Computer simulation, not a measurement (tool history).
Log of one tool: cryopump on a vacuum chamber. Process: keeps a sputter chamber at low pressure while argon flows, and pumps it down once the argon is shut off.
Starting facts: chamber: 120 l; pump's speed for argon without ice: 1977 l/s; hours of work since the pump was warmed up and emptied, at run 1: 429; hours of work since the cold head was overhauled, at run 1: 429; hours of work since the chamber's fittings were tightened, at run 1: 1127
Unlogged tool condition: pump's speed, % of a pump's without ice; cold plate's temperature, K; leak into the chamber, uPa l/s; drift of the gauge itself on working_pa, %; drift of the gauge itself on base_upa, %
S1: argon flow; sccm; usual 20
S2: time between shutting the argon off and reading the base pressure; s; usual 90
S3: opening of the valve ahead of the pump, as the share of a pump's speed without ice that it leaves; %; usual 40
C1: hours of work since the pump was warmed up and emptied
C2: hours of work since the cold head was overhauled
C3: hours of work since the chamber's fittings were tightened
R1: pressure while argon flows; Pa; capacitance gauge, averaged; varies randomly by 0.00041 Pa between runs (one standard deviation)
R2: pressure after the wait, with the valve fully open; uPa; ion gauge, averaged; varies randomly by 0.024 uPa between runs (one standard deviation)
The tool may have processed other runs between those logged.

| run | hour | S1 | S2 | S3 | C1 | C2 | C3 | R1 | R2 |
|---|---|---|---|---|---|---|---|---|---|
| 1 | 0 | 20 | 90 | 40 | 429 | 429 | 1127 | 0.0442 | 1.79 |
| 2 | 51.9 | 20 | 90 | 40 | 450 | 450 | 1148 | 0.045 | 1.85 |
| 3 | 129.7 | 20 | 90 | 40 | 481 | 481 | 1179 | 0.0452 | 1.87 |
| 4 | 209.6 | 20 | 90 | 40 | 513 | 513 | 1211 | 0.0447 | 1.92 |
| 5 | 277.1 | 34 | 90 | 40 | 540 | 540 | 1238 | 0.0775 | 1.96 |
| 6 | 324.1 | 34 | 90 | 40 | 559 | 559 | 1257 | 0.0773 | 2.03 |
| 7 | 374.5 | 34 | 90 | 40 | 579 | 579 | 1277 | 0.0786 | 2.02 |
|  | 427.1 | pump warmed up, emptied and cooled again |
| 8 | 458.3 | 34 | 90 | 40 | 13 | 610 | 1308 | 0.0724 | 1.82 |
| 9 | 534.2 | 34 | 90 | 40 | 43 | 641 | 1339 | 0.0733 | 1.86 |
| 10 | 609.2 | 26 | 90 | 40 | 73 | 671 | 1369 | 0.0559 | 1.97 |
| 11 | 696.2 | 26 | 90 | 52 | 108 | 706 | 1404 | 0.044 | 2.01 |
| 12 | 743.4 | 26 | 90 | 52 | 127 | 725 | 1423 | 0.0436 | 1.95 |
| 13 | 779.6 | 26 | 90 | 52 | 141 | 739 | 1437 | 0.0434 | 1.95 |
| 14 | 847.9 | 21 | 90 | 40 | 169 | 767 | 1465 | 0.0454 | 2.02 |
| 15 | 907.5 | 20 | 38 | 59 | 192 | 790 | 1488 | 0.0301 | 3.21 |
| 16 | 952.2 | 9 | 38 | 59 | 210 | 808 | 1506 | 0.0133 | 3.17 |
| 17 | 996.9 | 36 | 55 | 41 | 228 | 826 | 1524 | 0.0759 | 2.6 |
| 18 | 1037.2 | 36 | 216 | 28 | 244 | 842 | 1540 | 0.1123 | 1.68 |
| 19 | 1075 | 9 | 40 | 29 | 260 | 858 | 1556 | 0.0273 | 3.03 |
| 20 | 1150.2 | 9 | 40 | 29 | 290 | 888 | 1586 | 0.0277 | 3.03 |

Forecast run 21:
| 21 | 1209 | 11 | 40 | 26 | 313 | 911 | 1609 | ? | ? |

R1: 0.0371 Pa
R2: 3.1 uPa
With no hidden state in the tool, this same run would have given R1 0.0362 Pa, R2 1.86 uPa.
